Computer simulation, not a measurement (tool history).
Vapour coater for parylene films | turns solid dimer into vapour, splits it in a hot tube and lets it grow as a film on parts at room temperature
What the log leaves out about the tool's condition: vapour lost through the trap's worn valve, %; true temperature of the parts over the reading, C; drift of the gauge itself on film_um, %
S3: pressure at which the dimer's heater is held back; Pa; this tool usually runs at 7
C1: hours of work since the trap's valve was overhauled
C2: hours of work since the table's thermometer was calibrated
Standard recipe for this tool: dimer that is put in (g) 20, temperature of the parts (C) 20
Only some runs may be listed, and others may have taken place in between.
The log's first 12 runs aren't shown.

{"run": 13, "hour": 231.4, "dimer that is put in (g)": 20, "temperature of the parts (C)": 20, "S3": 7, "C1": 387, "C2": 387, "thickness of the film (um)": 9.86}
{"run": 14, "hour": 261.2, "dimer that is put in (g)": 20, "temperature of the parts (C)": 20, "S3": 7, "C1": 412, "C2": 412, "thickness of the film (um)": 9.78}
{"run": 15, "hour": 284.6, "dimer that is put in (g)": 20, "temperature of the parts (C)": 20, "S3": 7, "C1": 431, "C2": 431, "thickness of the film (um)": 9.66}
{"run": 16, "hour": 299.1, "dimer that is put in (g)": 20, "temperature of the parts (C)": 26, "S3": 7, "C1": 444, "C2": 444, "thickness of the film (um)": 7.4}
{"run": 17, "hour": 321.4, "dimer that is put in (g)": 20, "temperature of the parts (C)": 26, "S3": 7, "C1": 462, "C2": 462, "thickness of the film (um)": 7.49}
{"run": 18, "hour": 347.4, "dimer that is put in (g)": 20, "temperature of the parts (C)": 20, "S3": 7, "C1": 484, "C2": 484, "thickness of the film (um)": 9.56}
{"run": 19, "hour": 372.2, "dimer that is put in (g)": 13, "temperature of the parts (C)": 20, "S3": 7, "C1": 505, "C2": 505, "thickness of the film (um)": 6.14}
{"run": 20, "hour": 397.3, "dimer that is put in (g)": 8, "temperature of the parts (C)": 20, "S3": 8.55, "C1": 526, "C2": 526, "thickness of the film (um)": 3.62}
{"hour": 403.5, "done": "trap's valve overhauled"}
{"run": 21, "hour": 420.5, "dimer that is put in (g)": 36, "temperature of the parts (C)": 23, "S3": 7, "C1": 14, "C2": 542, "thickness of the film (um)": 17.25}
{"run": 22, "hour": 447.3, "dimer that is put in (g)": 11, "temperature of the parts (C)": 14, "S3": 3.09, "C1": 37, "C2": 565, "thickness of the film (um)": 8.06}
{"run": 23, "hour": 460.7, "dimer that is put in (g)": 11, "temperature of the parts (C)": 14, "S3": 3.09, "C1": 48, "C2": 576, "thickness of the film (um)": 8.08}
{"run": 24, "hour": 479.0, "dimer that is put in (g)": 11, "temperature of the parts (C)": 14, "S3": 3.09, "C1": 64, "C2": 591, "thickness of the film (um)": 8.05}
{"run": 25, "hour": 504.1, "dimer that is put in (g)": 32, "temperature of the parts (C)": 14, "S3": 3.09, "C1": 85, "C2": 613, "thickness of the film (um)": 23.1}
{"run": 26, "hour": 518.2, "dimer that is put in (g)": 32, "temperature of the parts (C)": 14, "S3": 3.09, "C1": 96, "C2": 624, "thickness of the film (um)": 23.13}
{"run": 27, "hour": 548.5, "dimer that is put in (g)": 17, "temperature of the parts (C)": 29, "S3": 2.25, "C1": 122, "C2": 650, "thickness of the film (um)": 7.48}
{"run": 28, "hour": 572.1, "dimer that is put in (g)": 17, "temperature of the parts (C)": 29, "S3": 2.25, "C1": 142, "C2": 670, "thickness of the film (um)": 7.46}

Run 29 is up next; what results do you expect?
{"run": 29, "hour": 586.9, "dimer that is put in (g)": 27, "temperature of the parts (C)": 31, "S3": 7, "C1": 154, "C2": 682, "thickness of the film (um)": "?"}

thickness of the film (um): 8.93
Had the tool carried no hidden state, the very same run would have given thickness of the film (um) 9.01.
